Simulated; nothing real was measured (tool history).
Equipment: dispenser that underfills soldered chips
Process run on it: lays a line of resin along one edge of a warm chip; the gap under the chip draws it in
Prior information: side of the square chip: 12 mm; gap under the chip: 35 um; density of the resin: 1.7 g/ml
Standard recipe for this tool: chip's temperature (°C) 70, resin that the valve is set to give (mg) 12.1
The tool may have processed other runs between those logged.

| run | hour | chip's temperature (°C) | resin that the valve is set to give (mg) | time until the resin shows at the far edge (s) | resin that the valve gave (mg) |
|---|---|---|---|---|---|
| 1 | 0 | 70 | 12.1 | 379.7 | 10.92 |
| 2 | 3.5 | 78 | 12.1 | 354.9 | 10.99 |
| 3 | 7.5 | 78 | 12.1 | 470.3 | 10.96 |
| 4 | 9.8 | 78 | 12.1 | 553.2 | 10.89 |
|  | 12.5 | new syringe of resin |
| 5 | 14.6 | 73 | 12.1 | 314 | 10.91 |
| 6 | 17.9 | 70 | 13.5 | 430.7 | 12.16 |
| 7 | 21.8 | 70 | 13.5 | 574.1 | 12.05 |
| 8 | 25.1 | 70 | 13.5 | 719.3 | 12 |
|  | 28.3 | new syringe of resin |
| 9 | 29.5 | 70 | 11.6 | 334.8 | 10.32 |
| 10 | 32.4 | 62 | 14.6 | 553.4 | 12.91 |

Run 11 is up next; what results do you expect?
| 11 | 35.8 | 62 | 15.3 | ? | ? |

time until the resin shows at the far edge (s): 684.3
resin that the valve gave (mg): 13.57
Were there no unlogged condition in the tool, this run, its random variation unchanged, would have produced time until the resin shows at the far edge (s) 409.4, resin that the valve gave (mg) 15.35.
